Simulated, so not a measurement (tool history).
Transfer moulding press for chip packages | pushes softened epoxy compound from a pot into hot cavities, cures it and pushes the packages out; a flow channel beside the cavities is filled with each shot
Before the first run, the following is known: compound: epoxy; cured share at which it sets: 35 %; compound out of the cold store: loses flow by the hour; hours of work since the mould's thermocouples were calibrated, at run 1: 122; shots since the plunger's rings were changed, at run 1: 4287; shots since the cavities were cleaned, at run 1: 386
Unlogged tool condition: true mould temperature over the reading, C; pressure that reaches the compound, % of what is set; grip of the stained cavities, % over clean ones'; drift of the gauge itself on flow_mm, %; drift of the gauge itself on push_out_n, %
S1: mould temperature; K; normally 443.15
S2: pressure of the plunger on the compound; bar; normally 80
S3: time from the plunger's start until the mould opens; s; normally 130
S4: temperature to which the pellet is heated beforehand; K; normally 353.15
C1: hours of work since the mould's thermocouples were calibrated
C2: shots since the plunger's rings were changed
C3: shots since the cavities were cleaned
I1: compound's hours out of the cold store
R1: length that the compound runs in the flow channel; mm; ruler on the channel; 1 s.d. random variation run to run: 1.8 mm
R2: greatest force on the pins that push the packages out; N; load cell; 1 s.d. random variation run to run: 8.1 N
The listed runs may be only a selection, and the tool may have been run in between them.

| run | hour | S1 | S2 | S3 | S4 | C1 | C2 | C3 | I1 | R1 | R2 |
|---|---|---|---|---|---|---|---|---|---|---|---|
| 1 | 0 | 443.15 | 80 | 130 | 353.15 | 122 | 4287 | 386 | 39.6 | 575 | 353 |
|  | 7.8 | cavities cleaned with cleaning compound and waxed |
| 2 | 61.9 | 443.15 | 80 | 130 | 353.15 | 149 | 4661 | 335 | 16.1 | 662 | 358 |
|  | 77.9 | cavities cleaned with cleaning compound and waxed |
|  | 88.7 | plunger's sealing rings changed |
| 3 | 132.7 | 443.15 | 80 | 130 | 353.15 | 178 | 273 | 324 | 14.8 | 671 | 365 |
|  | 152.3 | cavities cleaned with cleaning compound and waxed |
| 4 | 204.1 | 443.15 | 80 | 130 | 353.15 | 209 | 705 | 320 | 16.6 | 662 | 358 |
|  | 223.9 | cavities cleaned with cleaning compound and waxed |
| 5 | 249.4 | 443.15 | 80 | 130 | 353.15 | 228 | 975 | 157 | 15.9 | 666 | 354 |
| 6 | 286.2 | 443.15 | 80 | 130 | 353.15 | 244 | 1203 | 385 | 47.2 | 548 | 339 |
|  | 295.9 | cavities cleaned with cleaning compound and waxed |
| 7 | 337.4 | 443.15 | 80 | 130 | 353.15 | 266 | 1510 | 256 | 36.5 | 587 | 359 |
|  | 371.5 | cavities cleaned with cleaning compound and waxed |
| 8 | 406.3 | 443.15 | 80 | 130 | 358.15 | 295 | 1927 | 215 | 11.1 | 689 | 364 |
|  | 439.6 | cavities cleaned with cleaning compound and waxed |
| 9 | 495.5 | 443.15 | 80 | 130 | 358.15 | 334 | 2469 | 345 | 14.5 | 676 | 354 |
|  | 514.2 | cavities cleaned with cleaning compound and waxed |
| 10 | 539.7 | 443.15 | 80 | 130 | 358.15 | 353 | 2733 | 157 | 32.9 | 597 | 342 |
|  | 587.8 | cavities cleaned with cleaning compound and waxed |
| 11 | 612.5 | 443.15 | 80 | 130 | 358.15 | 384 | 3174 | 153 | 36.3 | 587 | 347 |
|  | 656.5 | cavities cleaned with cleaning compound and waxed |
| 12 | 682.4 | 443.15 | 80 | 130 | 358.15 | 414 | 3597 | 160 | 45.8 | 553 | 349 |
|  | 722.6 | mould's thermocouples calibrated |
|  | 731.2 | cavities cleaned with cleaning compound and waxed |
| 13 | 753.3 | 443.15 | 80 | 130 | 358.15 | 13 | 4014 | 137 | 19.1 | 650 | 344 |
|  | 800.9 | cavities cleaned with cleaning compound and waxed |
| 14 | 812.5 | 443.15 | 80 | 130 | 361.15 | 38 | 4370 | 72 | 17.3 | 659 | 343 |
| 15 | 851.3 | 443.15 | 80 | 130 | 361.15 | 55 | 4610 | 312 | 34.4 | 593 | 338 |
|  | 871.9 | cavities cleaned with cleaning compound and waxed |
|  | 885.6 | plunger's sealing rings changed |
| 16 | 920.4 | 443.15 | 80 | 130 | 361.15 | 84 | 215 | 284 | 45.7 | 552 | 335 |
|  | 948.9 | cavities cleaned with cleaning compound and waxed |
| 17 | 992.2 | 443.15 | 80 | 130 | 361.15 | 115 | 650 | 268 | 43.9 | 561 | 356 |
|  | 1021.6 | cavities cleaned with cleaning compound and waxed |
| 18 | 1070.6 | 449.15 | 68.3 | 130 | 361.15 | 148 | 1126 | 303 | 39.1 | 519 | 309 |
|  | 1096.5 | cavities cleaned with cleaning compound and waxed |
| 19 | 1157.5 | 440.15 | 96.1 | 115 | 354.15 | 186 | 1653 | 377 | 42.1 | 629 | 480 |
|  | 1165.5 | cavities cleaned with cleaning compound and waxed |
|  | 1236 | cavities cleaned with cleaning compound and waxed |
| 20 | 1236 | 439.15 | 92.9 | 130 | 353.15 | 219 | 2120 | 0 | 13.2 | 741 | 443 |
|  | 1307.2 | cavities cleaned with cleaning compound and waxed |
| 21 | 1320.7 | 439.15 | 69.8 | 130 | 353.15 | 255 | 2634 | 83 | 21 | 612 | 440 |
|  | 1379.2 | cavities cleaned with cleaning compound and waxed |
| 22 | 1383.1 | 439.15 | 69.8 | 130 | 353.15 | 282 | 3011 | 24 | 8.6 | 661 | 460 |
|  | 1452.4 | cavities cleaned with cleaning compound and waxed |
| 23 | 1464.7 | 448.15 | 80 | 120 | 353.15 | 317 | 3506 | 76 | 11.6 | 672 | 328 |
|  | 1526.2 | cavities cleaned with cleaning compound and waxed |
| 24 | 1528 | 450.15 | 69.6 | 142 | 360.15 | 344 | 3888 | 11 | 26.2 | 567 | 302 |
| 25 | 1563.9 | 450.15 | 69.6 | 142 | 360.15 | 360 | 4111 | 234 | 13.9 | 613 | 306 |

Here are 3 independent what-if runs from the current tool condition. What would each one return?
|  | 1595.7 | cavities cleaned with cleaning compound and waxed |
| A | 1647.1 | 447.15 | 80 | 130 | 359.15 | 396 | 4615 | 318 | 14.7 | ? | ? |
|  | 1595.7 | cavities cleaned with cleaning compound and waxed |
| B | 1647.1 | 443.15 | 80 | 125 | 350.15 | 396 | 4615 | 318 | 46.2 | ? | ? |
|  | 1595.7 | cavities cleaned with cleaning compound and waxed |
| C | 1647.1 | 450.15 | 71.6 | 142 | 348.15 | 396 | 4615 | 318 | 8.7 | ? | ? |

| run | R1 | R2 |
|---|---|---|
| A | 659 | 319 |
| B | 550 | 358 |
| C | 641 | 325 |
Without the tool's unlogged condition, the same runs would have read:
| run | R1 | R2 |
|---|---|---|
| A | 660 | 315 |
| B | 551 | 353 |
| C | 642 | 321 |

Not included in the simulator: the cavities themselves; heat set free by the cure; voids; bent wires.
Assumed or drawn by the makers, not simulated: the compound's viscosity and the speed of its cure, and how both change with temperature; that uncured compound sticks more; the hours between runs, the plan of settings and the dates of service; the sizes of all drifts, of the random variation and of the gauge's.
